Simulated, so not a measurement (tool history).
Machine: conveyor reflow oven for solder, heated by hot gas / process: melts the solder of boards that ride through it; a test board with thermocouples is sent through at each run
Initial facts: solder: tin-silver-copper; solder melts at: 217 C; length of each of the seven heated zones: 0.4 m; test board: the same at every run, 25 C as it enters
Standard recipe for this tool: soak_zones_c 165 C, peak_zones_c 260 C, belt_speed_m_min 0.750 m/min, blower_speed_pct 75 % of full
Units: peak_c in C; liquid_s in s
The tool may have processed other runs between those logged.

run   hour  soak_zones_c  peak_zones_c  belt_speed_m_min  blower_speed_pct  peak_c  liquid_s
  1    0.0           165           260             0.750                75   245.9      42.1
  2   19.9           165           260             0.750                75   245.1      41.3
  3   30.9           165           260             0.750                75   245.5      42.0
  4   43.3           165           260             0.750                63   243.4      39.6
  5   63.4           165           264             0.750                75   249.4      43.7
      79.3  -- flux residue cleaned out of gas plates and filters
  6   87.5           165           264             0.750                75   250.9      46.5
  7  101.8           165           264             0.750                75   250.7      45.6
  8  112.7           165           264             0.750                75   250.3      46.5
  9  135.5           165           264             0.831                75   247.5      39.1
 10  152.0           165           264             0.831                75   247.0      39.1
 11  166.3           165           260             0.713                75   248.9      47.5
     171.3  -- belt drive overhauled, speed set with a stopwatch
 12  180.7           165           260             0.713                75   248.2      47.8
 13  194.8           165           260             0.713                75   248.4      47.8
 14  217.4           165           260             0.713                75   248.7      47.1
 15  233.3           165           260             0.713                75   248.5      47.0
 16  252.5           165           260             0.713                75   248.6      47.0
 17  264.3           178           260             0.713                75   250.0      52.2
 18  278.4           154           260             0.713                75   247.2      43.6
     298.5  -- belt drive overhauled, speed set with a stopwatch, once more
 19  298.5           154           260             0.713                75   245.3      42.1
 20  316.8           176           260             0.609                75   252.3      62.7
 21  341.1           165           260             0.729                57   244.3      40.5
 22  358.1           165           260             0.729                57   243.9      40.6
 23  383.3           165           260             0.729                57   243.8      40.5
 24  394.6           165           261             0.750                78   247.4      43.4
 25  413.3           165           270             0.900                75   248.9      35.5
 26  430.8           152           250             0.750                83   236.0      31.3
 27  441.0           165           260             0.750                65   244.1      40.2
 28  460.5           158           272             0.726                55   252.2      44.6
 29  485.7           165           260             0.707                75   246.9      47.0
 30  500.0           165           272             0.610                55   259.5      61.4
 31  524.6           164           260             0.750                75   245.6      41.7

What if the next run were any one of these 4? Each begins from the tool's condition after run 31:
  A  546.7           165           267             0.727                67       ?         ?
  B  546.7           157           250             0.613                75       ?         ?
  C  546.7           164           260             0.750                63       ?         ?
  D  546.7           169           260             0.831                75       ?         ?

run  peak_c  liquid_s
  A   251.3      46.5
  B   241.1      47.5
  C   243.4      38.7
  D   243.4      35.7
Without the tool's unlogged condition, the same runs would have read:
run  peak_c  liquid_s
  A   252.5      47.5
  B   241.8      48.9
  C   244.6      39.9
  D   244.7      37.0

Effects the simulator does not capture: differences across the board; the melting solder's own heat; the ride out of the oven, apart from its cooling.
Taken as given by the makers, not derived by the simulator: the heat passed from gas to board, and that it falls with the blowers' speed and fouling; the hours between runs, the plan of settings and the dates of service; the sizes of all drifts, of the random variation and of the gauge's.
